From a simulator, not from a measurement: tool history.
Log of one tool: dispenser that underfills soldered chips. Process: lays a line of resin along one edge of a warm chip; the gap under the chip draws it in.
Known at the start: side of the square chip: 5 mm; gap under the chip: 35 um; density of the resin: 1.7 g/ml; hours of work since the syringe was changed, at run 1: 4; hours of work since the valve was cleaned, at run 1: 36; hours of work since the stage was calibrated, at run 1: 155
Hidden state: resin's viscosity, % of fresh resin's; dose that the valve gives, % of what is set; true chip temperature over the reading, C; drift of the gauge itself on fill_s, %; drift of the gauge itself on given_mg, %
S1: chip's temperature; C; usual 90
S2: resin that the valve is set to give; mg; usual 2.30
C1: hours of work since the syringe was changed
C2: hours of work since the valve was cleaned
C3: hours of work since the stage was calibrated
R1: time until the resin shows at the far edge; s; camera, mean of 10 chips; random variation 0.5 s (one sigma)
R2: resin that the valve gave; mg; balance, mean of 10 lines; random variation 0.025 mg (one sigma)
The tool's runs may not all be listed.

run,hour,S1,S2,C1,C2,C3,R1,R2
1,0.0,90,2.30,4,36,155,52.5,2.26
2,9.3,90,2.16,11,43,162,81.4,2.12
# hour 10.4: new syringe of resin
3,24.4,90,2.16,10,54,173,79.1,2.12
# hour 26.5: new syringe of resin
4,36.3,82,2.16,7,62,181,94.8,2.05
# hour 43.0: new syringe of resin
5,45.4,82,2.16,2,69,188,67.1,2.10
6,52.5,82,2.16,7,74,193,93.2,2.04
# hour 59.7: new syringe of resin
7,61.6,82,2.16,1,80,200,68.2,2.05
8,73.0,78,2.30,10,89,208,137.9,2.18
# hour 76.1: new syringe of resin
9,88.3,81,2.61,9,100,219,105.7,2.47
# hour 92.8: new syringe of resin
10,98.7,82,2.30,4,107,226,79.0,2.14
11,105.7,82,2.30,10,112,232,109.2,2.12

The same runs without the tool's hidden state, with the same run-to-run variation:
run,R1,R2
1,38.9,2.32
2,39.2,2.18
3,39.5,2.19
4,57.5,2.14
5,57.1,2.20
6,57.2,2.14
7,58.5,2.16
8,70.2,2.31
9,58.2,2.63
10,57.0,2.29
11,57.3,2.28
